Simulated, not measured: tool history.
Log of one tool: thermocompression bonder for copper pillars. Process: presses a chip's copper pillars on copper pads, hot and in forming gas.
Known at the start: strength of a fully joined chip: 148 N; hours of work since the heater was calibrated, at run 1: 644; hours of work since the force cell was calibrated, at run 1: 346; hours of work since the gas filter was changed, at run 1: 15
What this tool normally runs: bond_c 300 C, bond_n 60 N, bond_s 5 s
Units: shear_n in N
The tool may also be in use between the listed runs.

| run | day | bond_c | bond_n | bond_s | hours of work since the heater was calibrated | hours of work since the force cell was calibrated | hours of work since the gas filter was changed | shear_n |
|---|---|---|---|---|---|---|---|---|
| 1 | 0 | 300 | 60 | 5 | 644 | 346 | 15 | 91.9 |
| 2 | 0.625 | 300 | 39 | 5 | 652 | 353 | 23 | 63.7 |
| 3 | 1.338 | 276 | 60 | 5 | 660 | 362 | 31 | 72.5 |
| 4 | 1.804 | 300 | 60 | 8 | 665 | 367 | 36 | 104.2 |
| 5 | 2.75 | 286 | 60 | 5 | 676 | 378 | 47 | 80.2 |
| 6 | 3.354 | 300 | 60 | 5 | 683 | 385 | 54 | 91.5 |
| 7 | 4.117 | 300 | 60 | 5 | 692 | 394 | 63 | 91.8 |
| 8 | 4.746 | 300 | 41 | 5 | 700 | 401 | 70 | 68 |
| 9 | 5.329 | 300 | 41 | 5 | 706 | 408 | 77 | 67.8 |
| 10 | 5.846 | 278 | 60 | 5 | 712 | 414 | 83 | 73.3 |
| 11 | 6.654 | 300 | 81 | 5 | 722 | 424 | 93 | 111.9 |
| 12 | 7.425 | 300 | 81 | 5 | 731 | 432 | 102 | 111.6 |
| 13 | 8.254 | 300 | 81 | 5 | 740 | 442 | 111 | 109.6 |
| 14 | 9.025 | 300 | 81 | 5 | 749 | 451 | 120 | 111.3 |
| 15 | 10.025 | 300 | 60 | 5 | 761 | 463 | 132 | 90.7 |
| 16 | 10.712 | 300 | 60 | 5 | 769 | 471 | 140 | 90.9 |
| 17 | 11.629 | 300 | 60 | 5 | 780 | 481 | 150 | 91.4 |
| 18 | 12.383 | 300 | 60 | 5 | 788 | 490 | 159 | 89.6 |
| 19 | 13.054 | 320 | 60 | 5 | 796 | 498 | 167 | 105.9 |
| 20 | 13.533 | 292 | 69 | 4 | 802 | 503 | 173 | 85.8 |
| 21 | 14.054 | 329 | 60 | 12 | 808 | 510 | 179 | 130.6 |
| 22 | 15.058 | 329 | 60 | 12 | 819 | 521 | 190 | 129.1 |
| 23 | 15.588 | 327 | 51 | 3 | 826 | 527 | 197 | 86.6 |
|  | 15.712 | force cell calibrated |
| 24 | 16.633 | 327 | 51 | 3 | 837 | 11 | 208 | 84.7 |
| 25 | 17.471 | 300 | 64 | 5 | 847 | 20 | 218 | 93.7 |
| 26 | 18.417 | 300 | 68 | 7 | 858 | 31 | 229 | 104.7 |
| 27 | 19.308 | 322 | 81 | 10 | 868 | 42 | 239 | 133.1 |
| 28 | 20.229 | 310 | 61 | 10 | 879 | 53 | 250 | 114.3 |
| 29 | 21.075 | 300 | 60 | 14 | 889 | 62 | 260 | 112.8 |
|  | 21.462 | force cell calibrated, once more |
| 30 | 22.054 | 300 | 60 | 14 | 899 | 7 | 270 | 117.8 |
| 31 | 22.658 | 283 | 63 | 3 | 906 | 14 | 277 | 68 |
| 32 | 23.242 | 300 | 87 | 3 | 913 | 21 | 284 | 101.8 |
| 33 | 23.771 | 307 | 60 | 11 | 919 | 27 | 290 | 115.9 |
| 34 | 24.392 | 286 | 43 | 11 | 926 | 34 | 297 | 78.5 |
| 35 | 24.842 | 286 | 51 | 11 | 932 | 39 | 303 | 88.6 |
| 36 | 25.362 | 271 | 68 | 5 | 938 | 45 | 309 | 74.7 |

5 ways to go on from here, each from the tool as it stands after run 36. What would each give?
| A | 26.167 | 271 | 42 | 5 | 947 | 55 | 318 | ? |
| B | 26.167 | 296 | 68 | 8 | 947 | 55 | 318 | ? |
| C | 26.167 | 271 | 50 | 5 | 947 | 55 | 318 | ? |
| D | 26.167 | 304 | 68 | 10 | 947 | 55 | 318 | ? |
| E | 26.167 | 271 | 68 | 7 | 947 | 55 | 318 | ? |

| run | shear_n |
|---|---|
| A | 47.7 |
| B | 107 |
| C | 57.1 |
| D | 118.6 |
| E | 83.7 |
The same runs, with their run-to-run variation unchanged, on a tool lacking any hidden condition would have given:
| run | shear_n |
|---|---|
| A | 51.7 |
| B | 112.8 |
| C | 61.6 |
| D | 124.2 |
| E | 89.5 |

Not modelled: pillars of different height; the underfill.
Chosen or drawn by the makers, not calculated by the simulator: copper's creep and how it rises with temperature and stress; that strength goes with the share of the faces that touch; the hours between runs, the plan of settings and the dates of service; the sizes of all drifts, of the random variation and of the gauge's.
